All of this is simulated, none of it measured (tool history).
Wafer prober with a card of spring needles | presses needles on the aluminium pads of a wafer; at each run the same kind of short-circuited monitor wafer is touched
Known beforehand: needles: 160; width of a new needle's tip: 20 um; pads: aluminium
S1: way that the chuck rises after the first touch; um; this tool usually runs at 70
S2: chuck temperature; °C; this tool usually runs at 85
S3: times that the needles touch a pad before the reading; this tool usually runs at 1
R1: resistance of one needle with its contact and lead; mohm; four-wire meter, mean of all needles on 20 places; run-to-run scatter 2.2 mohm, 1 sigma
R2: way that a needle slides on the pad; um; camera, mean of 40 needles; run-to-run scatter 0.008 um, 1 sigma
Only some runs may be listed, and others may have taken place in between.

run   hour  S1   S2  S3   R1      R2
  1    0.0  70   85   1  246   8.529
      10.3  -- tips cleaned on abrasive film
      26.1  -- tips cleaned on abrasive film
  2   27.5  70   85   1  246   8.553
      31.0  -- height of the first contact set anew
      42.1  -- tips cleaned on abrasive film
      58.2  -- tips cleaned on abrasive film
  3   60.5  70   85   1  242   8.560
      73.7  -- tips cleaned on abrasive film
  4   83.7  70   85   1  248   8.538
      90.4  -- tips cleaned on abrasive film
     106.6  -- tips cleaned on abrasive film
  5  108.9  70   85   1  246   8.556
     122.6  -- tips cleaned on abrasive film
  6  131.7  89   85   1  238  10.848
     138.2  -- tips cleaned on abrasive film
     153.7  -- tips cleaned on abrasive film
     169.6  -- tips cleaned on abrasive film
     169.9  -- height of the first contact set anew
  7  176.0  89   85   1  241  10.868
     186.5  -- tips cleaned on abrasive film
     204.1  -- tips cleaned on abrasive film
  8  217.6  70   85   1  246   8.551
     220.4  -- tips cleaned on abrasive film
     238.0  -- tips cleaned on abrasive film
  9  239.7  70   85   1  246   8.537
     254.0  -- tips cleaned on abrasive film
 10  265.1  70   85   2  246   8.536
     272.0  -- tips cleaned on abrasive film
     287.5  -- tips cleaned on abrasive film
     303.8  -- tips cleaned on abrasive film
 11  303.8  70   85   1  240   8.562
     308.9  -- height of the first contact set anew
     321.1  -- tips cleaned on abrasive film
 12  332.8  63   85   1  246   7.701
     336.6  -- tips cleaned on abrasive film
     351.9  -- tips cleaned on abrasive film
 13  360.2  66   31   2  229   8.059
     367.6  -- tips cleaned on abrasive film
     385.8  -- tips cleaned on abrasive film
 14  394.7  66   31   2  234   8.073
     401.9  -- tips cleaned on abrasive film
     418.6  -- tips cleaned on abrasive film
 15  428.5  50   31   2  239   6.104
     434.4  -- tips cleaned on abrasive film
     449.2  -- height of the first contact set anew
     451.1  -- tips cleaned on abrasive film
 16  451.1  53   66   1  241   6.482
     467.1  -- tips cleaned on abrasive film
     484.5  -- tips cleaned on abrasive film
 17  493.6  72   66   2  234   8.806
     500.0  -- tips cleaned on abrasive film
     517.9  -- tips cleaned on abrasive film
 18  522.1  58   85   1  248   7.082
     534.6  -- tips cleaned on abrasive film
 19  546.2  64  109   2  254   7.814
     550.0  -- tips cleaned on abrasive film
     565.3  -- tips cleaned on abrasive film
 20  578.1  64  109   2  255   7.814
     583.0  -- tips cleaned on abrasive film
     589.1  -- height of the first contact set anew
 21  597.8  64  109   2  257   7.827
     601.3  -- tips cleaned on abrasive film
     618.0  -- tips cleaned on abrasive film
     633.8  -- tips cleaned on abrasive film
 22  642.0  64  109   2  254   7.812
     649.9  -- tips cleaned on abrasive film
 23  660.8  64  109   2  249   7.820
     667.7  -- tips cleaned on abrasive film
     685.5  -- tips cleaned on abrasive film
     702.2  -- tips cleaned on abrasive film
 24  703.6  70   43   1  232   8.570

Forecast each of these 5 alternatives for the next run:
     718.7  -- tips cleaned on abrasive film
     729.5  -- height of the first contact set anew
     735.6  -- tips cleaned on abrasive film
  A  747.1  70  62   2   ?   ?
     718.7  -- tips cleaned on abrasive film
     729.5  -- height of the first contact set anew
     735.6  -- tips cleaned on abrasive film
  B  747.1  70  85   1   ?   ?
     718.7  -- tips cleaned on abrasive film
     729.5  -- height of the first contact set anew
     735.6  -- tips cleaned on abrasive film
  C  747.1  70  61   1   ?   ?
     718.7  -- tips cleaned on abrasive film
     729.5  -- height of the first contact set anew
     735.6  -- tips cleaned on abrasive film
  D  747.1  70  85   2   ?   ?
     718.7  -- tips cleaned on abrasive film
     729.5  -- height of the first contact set anew
     735.6  -- tips cleaned on abrasive film
  E  747.1  57  43   2   ?   ?

run   R1     R2
  A  242  8.557
  B  247  8.551
  C  239  8.562
  D  244  8.554
  E  236  6.963
Without the tool's hidden state the same runs would have given:
run   R1     R2
  A  242  8.557
  B  247  8.552
  C  238  8.562
  D  244  8.554
  E  236  6.963

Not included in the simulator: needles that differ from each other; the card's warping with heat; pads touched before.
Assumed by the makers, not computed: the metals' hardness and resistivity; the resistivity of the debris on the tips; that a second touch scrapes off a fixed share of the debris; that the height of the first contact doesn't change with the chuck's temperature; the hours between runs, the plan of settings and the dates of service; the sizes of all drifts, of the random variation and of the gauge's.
